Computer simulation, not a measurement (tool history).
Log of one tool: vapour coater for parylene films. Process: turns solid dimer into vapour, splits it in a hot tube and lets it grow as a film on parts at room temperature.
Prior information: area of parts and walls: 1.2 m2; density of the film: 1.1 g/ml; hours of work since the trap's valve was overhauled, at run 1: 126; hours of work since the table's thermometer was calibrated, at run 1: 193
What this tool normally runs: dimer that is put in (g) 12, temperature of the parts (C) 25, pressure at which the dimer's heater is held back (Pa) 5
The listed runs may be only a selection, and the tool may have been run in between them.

run,hour,dimer that is put in (g),temperature of the parts (C),pressure at which the dimer's heater is held back (Pa),hours of work since the trap's valve was overhauled,hours of work since the table's thermometer was calibrated,thickness of the film (µm)
1,0,12,25,5,126,193,5.49
2,9.3,12,25,5,132,198,5.56
3,25.4,12,25,5,141,207,5.49
4,35.7,12,25,5,147,213,5.52
5,53.5,12,25,5,157,223,5.51
6,72.6,6,25,5,168,234,2.73
7,85.7,6,25,5,176,242,2.71
8,97.3,6,25,5,182,249,2.69
9,112.7,12,25,9.35,191,257,4.69
10,128.4,12,25,11.63,200,266,4.55
11,144.6,12,25,11.63,209,276,4.48
12,154.3,12,25,11.63,215,281,4.46
13,170.8,12,25,5,225,291,5.38
14,180.2,12,25,5,230,296,5.38
# hour 182.1: table's thermometer calibrated
15,190.4,12,25,5,235,5,5.29
16,201.6,5,25,5,242,11,2.21
17,210.3,12,25,6.85,247,16,4.94
18,227.2,6,25,6.85,256,26,2.44
19,244.5,12,26,5,266,36,5.1
20,259.6,12,25,11.8,275,45,4.38
21,268.8,20,25,11.8,280,50,7.21
22,281,7,26,3.57,287,57,3.17
# hour 294.4: table's thermometer calibrated, once more
23,301.4,7,26,3.57,298,4,3.28
24,312.6,12,28,2.9,305,10,5.42
25,326.5,12,28,9.7,313,18,4.25
26,338.5,17,24,8.03,320,25,6.97
27,353.8,6,30,2.15,329,34,2.74
28,368.9,12,22,8.37,337,43,5.08
29,383,12,22,8.37,345,51,5.07
30,395.7,12,22,8.37,353,58,5.07
31,404,10,35,5,357,63,3.33
32,414.9,15,35,6.74,364,69,4.67
33,431.9,15,35,6.74,373,79,4.66
34,449.8,15,35,6.74,384,89,4.61
35,467.3,12,30,2.79,394,99,5.07
36,480.2,8,29,6.84,401,107,2.84
37,492.3,8,29,6.84,408,114,2.85
38,509,12,31,8.49,418,123,3.89
39,519,5,18,2.08,424,129,3.07
40,530.5,5,18,2.08,430,136,3.1
41,546.1,5,23,6.11,439,145,2.12

5 ways to go on from here, each from the tool as it stands after run 41. What would each give?
A,563.7,21,27,3.5,449,155,?
B,563.7,6,37,3.54,449,155,?
C,563.7,12,25,4.79,449,155,?
D,563.7,12,25,3.5,449,155,?
E,563.7,12,21,6.59,449,155,?

run,thickness of the film (µm)
A,8.98
B,1.97
C,5.12
D,5.46
E,5.34
With the hidden condition removed and each run's random variation left untouched, the same runs would have given:
run,thickness of the film (µm)
A,10.33
B,2.26
C,5.88
D,6.27
E,6.13
